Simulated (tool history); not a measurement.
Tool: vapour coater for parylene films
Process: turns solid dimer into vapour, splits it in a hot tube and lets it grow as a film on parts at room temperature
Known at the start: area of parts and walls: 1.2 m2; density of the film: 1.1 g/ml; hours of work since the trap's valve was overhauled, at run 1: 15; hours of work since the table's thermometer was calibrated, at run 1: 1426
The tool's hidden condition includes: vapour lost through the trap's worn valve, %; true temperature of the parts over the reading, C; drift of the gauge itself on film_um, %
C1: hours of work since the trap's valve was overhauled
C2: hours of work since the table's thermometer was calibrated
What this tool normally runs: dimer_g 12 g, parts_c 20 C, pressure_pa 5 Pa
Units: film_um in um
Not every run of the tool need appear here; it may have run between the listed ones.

Run 1, hour 0: usual settings; C1 15; C2 1426. Result: film_um 6.93 um.
Run 2, hour 72.8: usual settings; C1 71; C2 1482. Result: film_um 6.88 um.
At hour 84.2: table's thermometer calibrated.
Run 3, hour 124.7: usual settings; C1 109; C2 31. Result: film_um 7.02 um.
Run 4, hour 198: usual settings; C1 165; C2 86. Result: film_um 7.05 um.
Run 5, hour 243: usual settings; C1 199; C2 120. Result: film_um 6.94 um.
Run 6, hour 279: usual settings but pressure_pa 7.2 Pa; C1 226; C2 148. Result: film_um 6.67 um.
Run 7, hour 337.5: usual settings; C1 271; C2 192. Result: film_um 6.82 um.
Run 8, hour 399.9: usual settings; C1 318; C2 239. Result: film_um 6.83 um.
Run 9, hour 437.6: usual settings; C1 346; C2 268. Result: film_um 6.84 um.
Run 10, hour 481.5: usual settings but dimer_g 9 g; C1 380; C2 301. Result: film_um 5.09 um.
Run 11, hour 539.8: usual settings but dimer_g 9 g; C1 424; C2 345. Result: film_um 5.09 um.
Run 12, hour 594.6: usual settings but dimer_g 9 g; C1 466; C2 387. Result: film_um 5.01 um.
Run 13, hour 665.5: usual settings but parts_c 24 C; C1 519; C2 441. Result: film_um 5.69 um.
Run 14, hour 713.2: usual settings but pressure_pa 9.91 Pa; C1 555; C2 477. Result: film_um 6.12 um.
Run 15, hour 776.9: usual settings but pressure_pa 9.91 Pa; C1 604; C2 525. Result: film_um 6.18 um.
Run 16, hour 819.5: usual settings; C1 636; C2 558. Result: film_um 6.56 um.
Run 17, hour 850.5: usual settings; C1 660; C2 581. Result: film_um 6.48 um.
Run 18, hour 895.6: usual settings but dimer_g 20 g; C1 694; C2 615. Result: film_um 10.74 um.
At hour 908.4: trap's valve overhauled.
Run 19, hour 947.9: usual settings; C1 30; C2 652. Result: film_um 6.29 um.
Run 20, hour 1008.6: usual settings; C1 76; C2 698. Result: film_um 6.23 um.
Run 21, hour 1080.7: usual settings; C1 131; C2 753. Result: film_um 6.22 um.
Run 22, hour 1133.8: usual settings; C1 171; C2 793. Result: film_um 6.23 um.
At hour 1146.6: trap's valve overhauled, once more.
Run 23, hour 1182.6: usual settings but parts_c 28 C; C1 27; C2 827. Result: film_um 5.19 um.
Run 24, hour 1225.7: usual settings but dimer_g 21 g, pressure_pa 2.36 Pa; C1 60; C2 859. Result: film_um 13.05 um.
Run 25, hour 1257.3: usual settings but dimer_g 21 g, pressure_pa 2.36 Pa; C1 84; C2 883. Result: film_um 13.02 um.
Run 26, hour 1302.2: usual settings but dimer_g 21 g, pressure_pa 2.36 Pa; C1 118; C2 917. Result: film_um 12.88 um.
Run 27, hour 1359.6: usual settings but dimer_g 21 g, pressure_pa 2.36 Pa; C1 162; C2 961. Result: film_um 12.82 um.
Run 28, hour 1413.3: usual settings but dimer_g 6 g; C1 202; C2 1002. Result: film_um 3.4 um.
Run 29, hour 1484.5: usual settings but dimer_g 6 g; C1 256; C2 1056. Result: film_um 3.35 um.
Run 30, hour 1547.3: usual settings but dimer_g 6 g; C1 304; C2 1103. Result: film_um 3.35 um.
Run 31, hour 1577.4: usual settings but dimer_g 6 g, pressure_pa 8.22 Pa; C1 327; C2 1126. Result: film_um 3.14 um.
Run 32, hour 1607.9: usual settings but dimer_g 6 g, pressure_pa 8.22 Pa; C1 350; C2 1149. Result: film_um 3.15 um.
Run 33, hour 1645.9: usual settings but dimer_g 5 g, parts_c 29 C, pressure_pa 9.74 Pa; C1 379; C2 1178. Result: film_um 1.85 um.
Run 34, hour 1706.1: usual settings but dimer_g 17 g, parts_c 30 C, pressure_pa 2.77 Pa; C1 424; C2 1224. Result: film_um 6.71 um.
Run 35, hour 1761.9: usual settings but dimer_g 17 g, parts_c 30 C, pressure_pa 2.77 Pa; C1 467; C2 1266. Result: film_um 6.68 um.
Run 36, hour 1831.5: usual settings but dimer_g 17 g, parts_c 30 C, pressure_pa 2.77 Pa; C1 519; C2 1319. Result: film_um 6.61 um.
Run 37, hour 1902.2: usual settings but dimer_g 21 g, parts_c 22 C, pressure_pa 2.77 Pa; C1 573; C2 1372. Result: film_um 10.95 um.
Run 38, hour 1974.7: usual settings but dimer_g 14 g, pressure_pa 2.77 Pa; C1 628; C2 1427. Result: film_um 7.86 um.
Run 39, hour 2005.4: usual settings but dimer_g 9 g, pressure_pa 7.6 Pa; C1 651; C2 1451. Result: film_um 4.59 um.
Run 40, hour 2038.4: usual settings but dimer_g 9 g, pressure_pa 7.6 Pa; C1 676; C2 1476. Result: film_um 4.6 um.
At hour 2055.5: table's thermometer calibrated.
At hour 2073.2: trap's valve overhauled.
Run 41, hour 2113.4: usual settings but dimer_g 5 g, parts_c 26 C, pressure_pa 2.61 Pa; C1 30; C2 41. Result: film_um 2.5 um.
Run 42, hour 2144: usual settings but dimer_g 5 g, parts_c 26 C, pressure_pa 2.61 Pa; C1 54; C2 64. Result: film_um 2.51 um.
Run 43, hour 2216.4: usual settings but dimer_g 5 g, parts_c 26 C, pressure_pa 2.61 Pa; C1 109; C2 119. Result: film_um 2.51 um.
Run 44, hour 2271.8: usual settings but parts_c 14 C, pressure_pa 2.05 Pa; C1 151; C2 161. Result: film_um 8.77 um.

Consider 3 possible next runs. They are alternatives, not a sequence: every one starts from the tool as it was left by run 44. What does each give?
Run A, hour 2314.6: usual settings but dimer_g 5 g, parts_c 16 C, pressure_pa 5.23 Pa; C1 183; C2 193. Result: film_um ?.
Run B, hour 2314.6: usual settings but dimer_g 5 g, parts_c 32 C, pressure_pa 10.85 Pa; C1 183; C2 193. Result: film_um ?.
Run C, hour 2314.6: usual settings but dimer_g 6 g, pressure_pa 3.66 Pa; C1 183; C2 193. Result: film_um ?.

run  film_um
  A     3.36
  B      1.7
  C     3.57
With the hidden condition removed and each run's random variation left untouched, the same runs would have given:
run  film_um
  A     3.47
  B     1.75
  C     3.68
